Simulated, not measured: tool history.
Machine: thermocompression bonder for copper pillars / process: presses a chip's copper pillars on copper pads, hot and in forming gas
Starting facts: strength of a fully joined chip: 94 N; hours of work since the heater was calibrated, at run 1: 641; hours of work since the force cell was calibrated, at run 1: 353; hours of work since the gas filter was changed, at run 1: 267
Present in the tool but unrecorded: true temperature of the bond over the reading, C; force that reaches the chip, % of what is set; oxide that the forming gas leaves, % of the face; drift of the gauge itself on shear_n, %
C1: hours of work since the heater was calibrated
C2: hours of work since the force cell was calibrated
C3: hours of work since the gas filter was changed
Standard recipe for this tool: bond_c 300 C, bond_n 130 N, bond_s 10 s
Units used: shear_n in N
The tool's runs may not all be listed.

Run 1, day 0.000: usual settings; C1 641; C2 353; C3 267. Result: shear_n 62.9 N.
Run 2, day 2.408: usual settings; C1 679; C2 390; C3 304. Result: shear_n 61.9 N.
Run 3, day 3.875: usual settings; C1 701; C2 413; C3 327. Result: shear_n 60.8 N.
At day 4.400: forming gas filter changed.
Run 4, day 5.567: usual settings; C1 727; C2 439; C3 18. Result: shear_n 66.0 N.
Run 5, day 7.350: usual settings but bond_c 324 C; C1 755; C2 466; C3 46. Result: shear_n 77.5 N.
Run 6, day 8.625: usual settings but bond_c 324 C; C1 774; C2 486; C3 65. Result: shear_n 77.8 N.
Run 7, day 9.817: usual settings but bond_c 324 C; C1 793; C2 504; C3 84. Result: shear_n 78.2 N.
Run 8, day 11.271: usual settings but bond_c 324 C; C1 815; C2 527; C3 106. Result: shear_n 77.6 N.
Run 9, day 13.700: usual settings but bond_c 324 C; C1 853; C2 564; C3 144. Result: shear_n 76.4 N.
Run 10, day 16.267: usual settings but bond_s 6 s; C1 892; C2 604; C3 183. Result: shear_n 55.5 N.
Run 11, day 18.121: usual settings but bond_s 6 s; C1 921; C2 633; C3 212. Result: shear_n 55.9 N.
Run 12, day 20.379: usual settings but bond_c 329 C; C1 956; C2 668; C3 247. Result: shear_n 75.9 N.
Run 13, day 22.133: usual settings but bond_c 298 C; C1 983; C2 695; C3 274. Result: shear_n 62.4 N.
Run 14, day 23.933: usual settings but bond_c 298 C; C1 1011; C2 723; C3 302. Result: shear_n 61.4 N.
At day 25.979: forming gas filter changed.
Run 15, day 26.592: usual settings but bond_c 298 C, bond_n 100 N; C1 1052; C2 764; C3 10. Result: shear_n 60.9 N.
Run 16, day 28.179: usual settings but bond_c 284 C; C1 1076; C2 788; C3 34. Result: shear_n 57.3 N.
Run 17, day 31.083: usual settings but bond_c 284 C; C1 1121; C2 833; C3 79. Result: shear_n 56.7 N.
At day 31.383: force cell calibrated.
Run 18, day 33.021: usual settings but bond_c 295 C, bond_n 88 N, bond_s 7 s; C1 1150; C2 25; C3 108. Result: shear_n 49.5 N.
Run 19, day 35.729: usual settings but bond_c 295 C, bond_n 88 N, bond_s 7 s; C1 1192; C2 67; C3 150. Result: shear_n 49.1 N.
Run 20, day 38.025: usual settings but bond_c 277 C, bond_n 88 N, bond_s 9 s; C1 1228; C2 103; C3 185. Result: shear_n 42.7 N.
Run 21, day 40.725: usual settings but bond_c 285 C, bond_s 6 s; C1 1269; C2 144; C3 227. Result: shear_n 48.4 N.
Run 22, day 43.142: usual settings but bond_c 272 C, bond_n 105 N, bond_s 26 s; C1 1307; C2 182; C3 264. Result: shear_n 59.4 N.
At day 44.438: force cell calibrated, once more.
Run 23, day 44.846: usual settings but bond_c 291 C, bond_n 113 N; C1 1332; C2 6; C3 290. Result: shear_n 54.1 N.
At day 47.654: forming gas filter changed.
Run 24, day 47.654: usual settings but bond_c 329 C, bond_s 7 s; C1 1375; C2 49; C3 0. Result: shear_n 76.5 N.
Run 25, day 49.088: usual settings but bond_c 298 C, bond_n 98 N, bond_s 12 s; C1 1397; C2 72; C3 22. Result: shear_n 63.5 N.
Run 26, day 51.621: usual settings but bond_c 298 C, bond_n 98 N, bond_s 12 s; C1 1437; C2 111; C3 61. Result: shear_n 62.6 N.
Run 27, day 53.442: usual settings but bond_c 328 C, bond_n 169 N, bond_s 16 s; C1 1465; C2 139; C3 89. Result: shear_n 86.1 N.
Run 28, day 55.758: usual settings but bond_c 275 C, bond_n 134 N, bond_s 21 s; C1 1501; C2 175; C3 125. Result: shear_n 64.6 N.
Run 29, day 57.233: usual settings but bond_c 275 C, bond_n 134 N, bond_s 21 s; C1 1523; C2 198; C3 148. Result: shear_n 63.5 N.
Run 30, day 59.879: usual settings but bond_c 288 C, bond_n 110 N; C1 1564; C2 238; C3 189. Result: shear_n 54.1 N.
Run 31, day 62.529: usual settings but bond_s 14 s; C1 1605; C2 279; C3 230. Result: shear_n 69.6 N.
Run 32, day 65.383: usual settings but bond_c 308 C, bond_n 179 N, bond_s 7 s; C1 1649; C2 324; C3 274. Result: shear_n 67.6 N.

Below are 4 alternative next runs, each starting from the tool's condition after run 32. Predict each:
Run A, day 67.896: usual settings but bond_c 327 C, bond_n 126 N, bond_s 7 s; C1 1688; C2 362; C3 313. Result: shear_n ?.
Run B, day 67.896: usual settings but bond_n 171 N, bond_s 14 s; C1 1688; C2 362; C3 313. Result: shear_n ?.
Run C, day 67.896: usual settings but bond_c 295 C, bond_n 114 N; C1 1688; C2 362; C3 313. Result: shear_n ?.
Run D, day 67.896: usual settings but bond_c 271 C, bond_n 179 N, bond_s 7 s; C1 1688; C2 362; C3 313. Result: shear_n ?.

run  shear_n
  A     69.7
  B     72.9
  C     58.3
  D     48.2
Without the tool's unlogged condition, the same runs would have read:
run  shear_n
  A     73.5
  B     77.0
  C     60.5
  D     49.3
